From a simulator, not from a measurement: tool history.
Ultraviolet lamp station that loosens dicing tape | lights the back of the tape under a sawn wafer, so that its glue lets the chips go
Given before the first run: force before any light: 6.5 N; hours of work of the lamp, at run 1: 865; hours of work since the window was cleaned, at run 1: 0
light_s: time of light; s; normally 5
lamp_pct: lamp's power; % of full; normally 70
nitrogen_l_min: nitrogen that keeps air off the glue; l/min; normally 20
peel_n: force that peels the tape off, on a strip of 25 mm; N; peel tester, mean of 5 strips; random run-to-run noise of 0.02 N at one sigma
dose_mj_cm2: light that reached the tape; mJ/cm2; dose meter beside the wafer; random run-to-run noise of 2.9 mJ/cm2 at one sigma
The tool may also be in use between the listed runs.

run	hour	light_s	lamp_pct	nitrogen_l_min	hours of work of the lamp	hours of work since the window was cleaned	peel_n	dose_mj_cm2
1	0	5	70	20	865	0	0.981	427
2	82.6	5	70	20	910	45	0.986	430
3	124.6	5	70	20	933	68	1.028	431
4	195	5	70	20	971	106	0.987	428
5	246	5	70	20	999	134	1.013	431
6	300.4	5	70	20	1028	163	0.99	432
7	343.5	5	70	20	1052	187	0.998	436
# hour 414.3: window cleaned of glue's vapour
8	430.6	5	70	20	1099	9	0.964	429
9	496	6	70	20	1134	44	0.704	519
10	563.7	6	70	20	1171	81	0.713	513
11	639.1	5	70	21	1212	122	0.972	427
12	689.8	5	70	21	1240	150	0.97	427
13	730.3	5	70	21	1262	172	1.004	431
14	767.4	5	70	21	1282	192	0.943	429
15	819.9	5	70	21	1310	221	0.969	426
# hour 828.7: window cleaned of glue's vapour
16	908.7	5	70	20	1358	43	0.984	432
17	952.1	3	70	20	1382	67	2.008	255
18	1006.6	8	70	20	1412	97	0.414	683
# hour 1027.8: lamp changed
19	1079.5	7	70	20	28	136	0.534	605
20	1165.2	7	70	20	75	182	0.544	600
21	1206.6	7	70	20	97	205	0.54	604
# hour 1241.5: window cleaned of glue's vapour
22	1289	7	70	20	142	26	0.531	600
23	1353.5	7	70	20	177	61	0.552	612

Run 24 comes next. What will it give?
24	1390.3	4	70	23	197	81	?	?

{"run 24": {"peel_n": 1.34, "dose_mj_cm2": 346}}
Had the tool carried no hidden state, the very same run would have given peel_n 1.339 N, dose_mj_cm2 347 mJ/cm2.
